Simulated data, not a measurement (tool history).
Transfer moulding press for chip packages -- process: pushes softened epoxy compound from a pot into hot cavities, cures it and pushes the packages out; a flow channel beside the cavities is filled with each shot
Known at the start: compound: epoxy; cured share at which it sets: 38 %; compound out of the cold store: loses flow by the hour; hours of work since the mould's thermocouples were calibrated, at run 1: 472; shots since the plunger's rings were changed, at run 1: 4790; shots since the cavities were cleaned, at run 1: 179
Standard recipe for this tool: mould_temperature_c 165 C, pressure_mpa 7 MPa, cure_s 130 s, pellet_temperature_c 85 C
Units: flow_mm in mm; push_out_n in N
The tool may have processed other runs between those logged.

run	hour	mould_temperature_c	pressure_mpa	cure_s	pellet_temperature_c	hours of work since the mould's thermocouples were calibrated	shots since the plunger's rings were changed	shots since the cavities were cleaned	incoming compound's hours out of the cold store	flow_mm	push_out_n
1	0	165	7	130	85	472	4790	179	20.5	497	509
# hour 57.3: plunger's sealing rings changed
# hour 58.8: cavities cleaned with cleaning compound and waxed
2	77.4	158	7	130	85	510	130	130	32.3	533	831
# hour 134.3: cavities cleaned with cleaning compound and waxed
3	139.3	158	7	130	85	540	554	35	29.9	529	772
# hour 215.2: cavities cleaned with cleaning compound and waxed
4	215.8	168	7	130	85	579	1080	4	40.3	476	402
5	278.3	168	7	130	85	611	1519	443	23.5	499	526
# hour 293.6: cavities cleaned with cleaning compound and waxed
# hour 303.9: mould's thermocouples calibrated
6	323.5	168	7	130	85	10	1811	195	29.8	495	459
# hour 376.1: cavities cleaned with cleaning compound and waxed
7	405.7	168	7	130	85	51	2378	208	36.3	479	469
# hour 458.5: cavities cleaned with cleaning compound and waxed
8	468.4	165	7	130	85	82	2807	70	45.1	469	479
9	522.1	165	7	130	85	110	3184	447	34.1	488	601
# hour 534.2: cavities cleaned with cleaning compound and waxed
# hour 612.4: cavities cleaned with cleaning compound and waxed
10	621.1	165	7	111	85	159	3857	61	46	464	637
11	669.8	165	7	111	79	184	4199	403	18.5	506	814
# hour 692.7: cavities cleaned with cleaning compound and waxed
12	748.6	159	5.98	130	90	223	4741	392	32.6	459	873
# hour 774.2: cavities cleaned with cleaning compound and waxed
# hour 809.8: plunger's sealing rings changed
13	832.1	164	7	130	93	264	157	389	9.5	544	612
# hour 851.2: cavities cleaned with cleaning compound and waxed
14	890.2	165	7	129	91	293	554	273	36.9	494	546
# hour 927.2: cavities cleaned with cleaning compound and waxed
15	991	165	7	129	91	343	1250	447	39.8	489	583
# hour 1006.4: cavities cleaned with cleaning compound and waxed
16	1044.1	168	5.7	130	83	370	1613	265	27.3	450	484
# hour 1088.2: cavities cleaned with cleaning compound and waxed
17	1137.5	168	6.29	130	81	417	2258	347	9	492	511
# hour 1166.4: cavities cleaned with cleaning compound and waxed
18	1232.4	168	6.29	130	81	464	2913	464	11	485	523

Hidden state at the last listed run before each entry between runs and at the first one after, where it differs:
Logged between run 1 and run 2: plunger's sealing rings changed (hour 57.3); cavities cleaned with cleaning compound and waxed (hour 58.8)
  true mould temperature over the reading, C: 0.99 -> 1.08; pressure that reaches the compound, % of what is set: 88.25 -> 99.52; grip of the stained cavities, % over clean ones': 17.5 -> 13.7
  difference, measured minus the result without the unlogged condition, flow_mm: -36 -> -5 mm; push_out_n: +50 -> +30 N
Logged between run 2 and run 3: cavities cleaned with cleaning compound and waxed (hour 134.3)
  true mould temperature over the reading, C: 1.08 -> 1.16; pressure that reaches the compound, % of what is set: 99.52 -> 98.52; grip of the stained cavities, % over clean ones': 13.7 -> 7.3
  difference, measured minus the result without the unlogged condition, flow_mm: -5 -> -8 mm; push_out_n: +30 -> -23 N
Logged between run 3 and run 4: cavities cleaned with cleaning compound and waxed (hour 215.2)
  true mould temperature over the reading, C: 1.16 -> 1.26; pressure that reaches the compound, % of what is set: 98.52 -> 97.21; grip of the stained cavities, % over clean ones': 7.3 -> 1.8
  difference, measured minus the result without the unlogged condition, flow_mm: -8 -> -10 mm; push_out_n: -23 -> -7 N
Logged between run 5 and run 6: cavities cleaned with cleaning compound and waxed (hour 293.6); mould's thermocouples calibrated (hour 303.9)
  true mould temperature over the reading, C: 1.33 -> -0.21; pressure that reaches the compound, % of what is set: 96.15 -> 95.41; grip of the stained cavities, % over clean ones': 31.2 -> 16.8
  difference, measured minus the result without the unlogged condition, flow_mm: -14 -> -12 mm; push_out_n: +108 -> +69 N
Logged between run 6 and run 7: cavities cleaned with cleaning compound and waxed (hour 376.1)
  true mould temperature over the reading, C: -0.21 -> -0.12; pressure that reaches the compound, % of what is set: 95.41 -> 94; grip of the stained cavities, % over clean ones': 16.8 -> 17.8
  difference, measured minus the result without the unlogged condition, flow_mm: -12 -> -14 mm; push_out_n: +69 -> +72 N
Logged between run 7 and run 8: cavities cleaned with cleaning compound and waxed (hour 458.5)
  true mould temperature over the reading, C: -0.12 -> -0.04; pressure that reaches the compound, % of what is set: 94 -> 92.84; grip of the stained cavities, % over clean ones': 17.8 -> 9.4
  difference, measured minus the result without the unlogged condition, flow_mm: -14 -> -18 mm; push_out_n: +72 -> +42 N
Logged between run 9 and run 10: cavities cleaned with cleaning compound and waxed (hour 534.2); cavities cleaned with cleaning compound and waxed (hour 612.4)
  true mould temperature over the reading, C: 0.04 -> 0.15; pressure that reaches the compound, % of what is set: 91.87 -> 90.19; grip of the stained cavities, % over clean ones': 33.9 -> 7.4
  difference, measured minus the result without the unlogged condition, flow_mm: -21 -> -25 mm; push_out_n: +151 -> +37 N
Logged between run 11 and run 12: cavities cleaned with cleaning compound and waxed (hour 692.7)
  true mould temperature over the reading, C: 0.21 -> 0.3; pressure that reaches the compound, % of what is set: 89.27 -> 87.9; grip of the stained cavities, % over clean ones': 30.4 -> 28.6
  difference, measured minus the result without the unlogged condition, flow_mm: -30 -> -31 mm; push_out_n: +180 -> +176 N
Logged between run 12 and run 13: cavities cleaned with cleaning compound and waxed (hour 774.2); plunger's sealing rings changed (hour 809.8)
  true mould temperature over the reading, C: 0.3 -> 0.4; pressure that reaches the compound, % of what is set: 87.9 -> 99.41; grip of the stained cavities, % over clean ones': 28.6 -> 29.1
  difference, measured minus the result without the unlogged condition, flow_mm: -31 -> -3 mm; push_out_n: +176 -> +126 N
Logged between run 13 and run 14: cavities cleaned with cleaning compound and waxed (hour 851.2)
  true mould temperature over the reading, C: 0.4 -> 0.48; pressure that reaches the compound, % of what is set: 99.41 -> 98.45; grip of the stained cavities, % over clean ones': 29.1 -> 21.9
  difference, measured minus the result without the unlogged condition, flow_mm: -3 -> -5 mm; push_out_n: +126 -> +85 N
Logged between run 14 and run 15: cavities cleaned with cleaning compound and waxed (hour 927.2)
  true mould temperature over the reading, C: 0.48 -> 0.61; pressure that reaches the compound, % of what is set: 98.45 -> 96.7; grip of the stained cavities, % over clean ones': 21.9 -> 32.1
  difference, measured minus the result without the unlogged condition, flow_mm: -5 -> -10 mm; push_out_n: +85 -> +127 N
Logged between run 15 and run 16: cavities cleaned with cleaning compound and waxed (hour 1006.4)
  true mould temperature over the reading, C: 0.61 -> 0.67; pressure that reaches the compound, % of what is set: 96.7 -> 95.79; grip of the stained cavities, % over clean ones': 32.1 -> 22.4
  difference, measured minus the result without the unlogged condition, flow_mm: -10 -> -11 mm; push_out_n: +127 -> +80 N
Logged between run 16 and run 17: cavities cleaned with cleaning compound and waxed (hour 1088.2)
  true mould temperature over the reading, C: 0.67 -> 0.78; pressure that reaches the compound, % of what is set: 95.79 -> 94.02; grip of the stained cavities, % over clean ones': 22.4 -> 28.4
  difference, measured minus the result without the unlogged condition, flow_mm: -11 -> -18 mm; push_out_n: +80 -> +102 N
Logged between run 17 and run 18: cavities cleaned with cleaning compound and waxed (hour 1166.4)
  true mould temperature over the reading, C: 0.78 -> 0.9; pressure that reaches the compound, % of what is set: 94.02 -> 92.3; grip of the stained cavities, % over clean ones': 28.4 -> 33
  difference, measured minus the result without the unlogged condition, flow_mm: -18 -> -23 mm; push_out_n: +102 -> +115 N
